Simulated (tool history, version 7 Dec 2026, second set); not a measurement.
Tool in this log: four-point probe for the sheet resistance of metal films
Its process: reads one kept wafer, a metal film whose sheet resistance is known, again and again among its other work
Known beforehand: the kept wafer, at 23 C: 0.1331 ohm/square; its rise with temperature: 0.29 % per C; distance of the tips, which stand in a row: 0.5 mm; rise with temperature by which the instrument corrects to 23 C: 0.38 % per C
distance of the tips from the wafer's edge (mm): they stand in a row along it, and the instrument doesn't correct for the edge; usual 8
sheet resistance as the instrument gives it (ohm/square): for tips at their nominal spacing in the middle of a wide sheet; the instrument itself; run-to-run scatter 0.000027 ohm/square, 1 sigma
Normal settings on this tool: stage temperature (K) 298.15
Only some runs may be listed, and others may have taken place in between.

run,hour,stage temperature (K),distance of the tips from the wafer's edge (mm),sheet resistance as the instrument gives it (ohm/square)
1,0.0,298.15,8,0.132482
2,91.9,298.15,8,0.132375
3,184.0,298.15,8,0.132293
4,266.9,298.15,8,0.132165
5,327.9,298.15,52,0.131820
6,451.1,298.15,52,0.131686
7,544.5,298.15,52,0.131537
8,635.9,298.15,52,0.131445
9,734.0,298.15,52,0.131327
10,835.6,298.15,8,0.131470
11,935.1,298.15,8,0.131404
12,997.5,298.15,8,0.131299
13,1073.4,298.15,8,0.133604
14,1178.9,298.15,8,0.133485
15,1302.0,298.15,8,0.133273
16,1424.0,298.15,8,0.133179
17,1531.0,298.15,8,0.133026
18,1617.8,298.15,19,0.132686
19,1690.2,298.15,30,0.132607
20,1762.5,298.15,30,0.132542
21,1874.7,306.15,30,0.131506
22,1962.8,305.15,26,0.131613
23,2020.8,305.15,6,0.132013
24,2130.7,305.15,6,0.131850
25,2230.4,293.15,5,0.133055
26,2339.8,291.15,11,0.132606
27,2447.5,302.15,4,0.132140
28,2513.2,307.15,4,0.131543
29,2612.6,301.15,9,0.131214
30,2731.2,297.15,4,0.134668
31,2836.0,293.15,17,0.133871
32,2891.4,293.15,17,0.133862
33,3009.6,293.15,17,0.133746
34,3079.6,295.15,6,0.133827
35,3174.3,299.15,8,0.133052
36,3244.1,294.15,24,0.133318
37,3310.4,307.15,10,0.131969
38,3387.7,296.15,55,0.132939
39,3441.6,305.15,8,0.132102
40,3513.2,305.15,8,0.132006
41,3584.0,298.15,12,0.132500

Removed from this log: 4 entries logged between the listed runs. Between which two listed runs does each belong, and how does the tool's hidden state at the listed run before it compare with that at the listed run after it?
Run 12 -> run 13: new probe head fitted (hour 1019.9)
  inner tips' distance over the nominal, %: -1.349 -> 0.237; tips' flats over new ones', %: 66 -> 2; wafer's true temperature over the reading, C: 0.23 -> 0.24
  the result without the hidden state subtracted from the measured one, sheet resistance as the instrument gives it (ohm/square): -0.001852 -> +0.000435
Run 21 -> run 22: stage's thermometer calibrated (hour 1962.8)
  inner tips' distance over the nominal, %: -0.444 -> -0.511; tips' flats over new ones', %: 34 -> 37; wafer's true temperature over the reading, C: 0.35 -> 0.59
  the result without the hidden state subtracted from the measured one, sheet resistance as the instrument gives it (ohm/square): -0.000501 -> -0.000508
Run 24 -> run 25: stage's thermometer calibrated, once more (hour 2165.4)
  inner tips' distance over the nominal, %: -0.66 -> -0.746; tips' flats over new ones', %: 44 -> 48; wafer's true temperature over the reading, C: 0.61 -> -0.09
  the result without the hidden state subtracted from the measured one, sheet resistance as the instrument gives it (ohm/square): -0.000716 -> -0.001117
Run 29 -> run 30: new probe head fitted (hour 2728.5)
  inner tips' distance over the nominal, %: -1.062 -> 0.382; tips' flats over new ones', %: 64 -> 0; wafer's true temperature over the reading, C: -0.04 -> -0.02
  the result without the hidden state subtracted from the measured one, sheet resistance as the instrument gives it (ohm/square): -0.001537 -> +0.000547

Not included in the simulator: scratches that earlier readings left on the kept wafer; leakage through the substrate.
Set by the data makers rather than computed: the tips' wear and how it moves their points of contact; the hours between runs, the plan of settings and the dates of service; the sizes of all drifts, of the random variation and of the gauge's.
